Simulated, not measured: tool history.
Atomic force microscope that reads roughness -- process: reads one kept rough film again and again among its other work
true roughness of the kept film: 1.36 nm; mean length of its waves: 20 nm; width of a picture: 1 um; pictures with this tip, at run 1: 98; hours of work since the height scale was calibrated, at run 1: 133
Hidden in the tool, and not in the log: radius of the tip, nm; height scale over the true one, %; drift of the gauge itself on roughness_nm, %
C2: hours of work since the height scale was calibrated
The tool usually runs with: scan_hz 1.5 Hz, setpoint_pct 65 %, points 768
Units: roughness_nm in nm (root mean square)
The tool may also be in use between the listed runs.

{"run": 1, "day": 0.0, "scan_hz": 1.5, "setpoint_pct": 65, "points": 768, "pictures with this tip": 98, "C2": 133, "roughness_nm": 1.206}
{"run": 2, "day": 0.438, "scan_hz": 1.5, "setpoint_pct": 84, "points": 768, "pictures with this tip": 105, "C2": 137, "roughness_nm": 1.154}
{"run": 3, "day": 0.762, "scan_hz": 1.5, "setpoint_pct": 84, "points": 768, "pictures with this tip": 110, "C2": 141, "roughness_nm": 1.184}
{"run": 4, "day": 1.425, "scan_hz": 1.5, "setpoint_pct": 74, "points": 768, "pictures with this tip": 120, "C2": 148, "roughness_nm": 1.187}
{"run": 5, "day": 1.8, "scan_hz": 1.5, "setpoint_pct": 74, "points": 768, "pictures with this tip": 126, "C2": 152, "roughness_nm": 1.176}
{"run": 6, "day": 2.138, "scan_hz": 1.5, "setpoint_pct": 74, "points": 844, "pictures with this tip": 131, "C2": 155, "roughness_nm": 1.187}
{"run": 7, "day": 2.6, "scan_hz": 0.97, "setpoint_pct": 63, "points": 821, "pictures with this tip": 139, "C2": 160, "roughness_nm": 1.222}
{"run": 8, "day": 3.15, "scan_hz": 3.53, "setpoint_pct": 68, "points": 776, "pictures with this tip": 147, "C2": 166, "roughness_nm": 1.164}
{"run": 9, "day": 3.6, "scan_hz": 1.05, "setpoint_pct": 69, "points": 567, "pictures with this tip": 155, "C2": 170, "roughness_nm": 1.21}
{"run": 10, "day": 4.129, "scan_hz": 2.89, "setpoint_pct": 84, "points": 768, "pictures with this tip": 163, "C2": 176, "roughness_nm": 1.117}
{"run": 11, "day": 4.504, "scan_hz": 0.54, "setpoint_pct": 90, "points": 304, "pictures with this tip": 169, "C2": 180, "roughness_nm": 1.17}

What if the next run were any one of these 3? Each begins from the tool's condition after run 11:
{"run": "A", "day": 4.942, "scan_hz": 1.5, "setpoint_pct": 72, "points": 755, "pictures with this tip": 176, "C2": 184, "roughness_nm": "?"}
{"run": "B", "day": 4.942, "scan_hz": 0.88, "setpoint_pct": 65, "points": 768, "pictures with this tip": 176, "C2": 184, "roughness_nm": "?"}
{"run": "C", "day": 4.942, "scan_hz": 2.41, "setpoint_pct": 73, "points": 533, "pictures with this tip": 176, "C2": 184, "roughness_nm": "?"}

run=A roughness_nm=1.183
run=B roughness_nm=1.219
run=C roughness_nm=1.158
Without the tool's unlogged condition, the same runs would have read:
run=A roughness_nm=1.187
run=B roughness_nm=1.223
run=C roughness_nm=1.162

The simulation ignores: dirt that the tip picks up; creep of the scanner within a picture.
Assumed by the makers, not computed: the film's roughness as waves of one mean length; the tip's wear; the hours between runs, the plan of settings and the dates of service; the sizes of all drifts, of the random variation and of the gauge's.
